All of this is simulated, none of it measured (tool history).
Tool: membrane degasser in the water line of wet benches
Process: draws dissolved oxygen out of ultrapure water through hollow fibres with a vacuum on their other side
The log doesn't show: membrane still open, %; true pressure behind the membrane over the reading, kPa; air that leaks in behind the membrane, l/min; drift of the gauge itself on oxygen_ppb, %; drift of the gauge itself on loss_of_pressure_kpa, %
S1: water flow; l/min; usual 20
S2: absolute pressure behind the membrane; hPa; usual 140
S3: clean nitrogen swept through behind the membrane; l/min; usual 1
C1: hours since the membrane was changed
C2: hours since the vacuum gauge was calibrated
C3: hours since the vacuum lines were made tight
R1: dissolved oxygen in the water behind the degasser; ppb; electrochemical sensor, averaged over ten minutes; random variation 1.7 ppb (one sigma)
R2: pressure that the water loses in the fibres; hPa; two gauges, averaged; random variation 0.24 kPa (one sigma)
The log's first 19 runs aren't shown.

run	day	S1	S2	S3	C1	C2	C3	R1	R2
20	107.608	24	140	1	7789	529	8991	595.3	768.4
21	113.15	24	140	1	7922	662	9124	596.6	771.3
22	117.75	24	140	1	8033	772	9234	594.4	766.4
23	124.758	20	117	0.94	8201	941	9402	431.6	640.4
24	132.342	27	237	2.2	8383	1122	9584	635	866
25	137.183	27	118	0.78	8499	1239	9701	656.9	858.2
26	145.146	14	256	1.86	8690	1430	9892	414.8	449.4
27	152	14	256	1.86	8855	1594	10056	416.7	446.3
28	158.188	13	140	1	9003	1743	10205	341.3	418.1
29	162.221	13	140	1	9100	1840	10301	337.8	415.6
30	168.179	21	140	2.16	9243	1983	10445	297.9	673.6

3 ways to go on from here, each from the tool as it stands after run 30. What would each give?
# day 171.4: seals of the vacuum lines changed
A	171.662	20	105	1.24	9325	2064	6	?	?
# day 171.4: seals of the vacuum lines changed
B	171.662	31	140	1	9325	2064	6	?	?
# day 171.4: seals of the vacuum lines changed
C	171.662	13	140	2.75	9325	2064	6	?	?

run	R1	R2
A	309.1	643.6
B	751.3	996.3
C	142.8	417.7
Without the tool's hidden state the same runs would have given:
run	R1	R2
A	298.5	617.5
B	733.3	956
C	137.6	400.9

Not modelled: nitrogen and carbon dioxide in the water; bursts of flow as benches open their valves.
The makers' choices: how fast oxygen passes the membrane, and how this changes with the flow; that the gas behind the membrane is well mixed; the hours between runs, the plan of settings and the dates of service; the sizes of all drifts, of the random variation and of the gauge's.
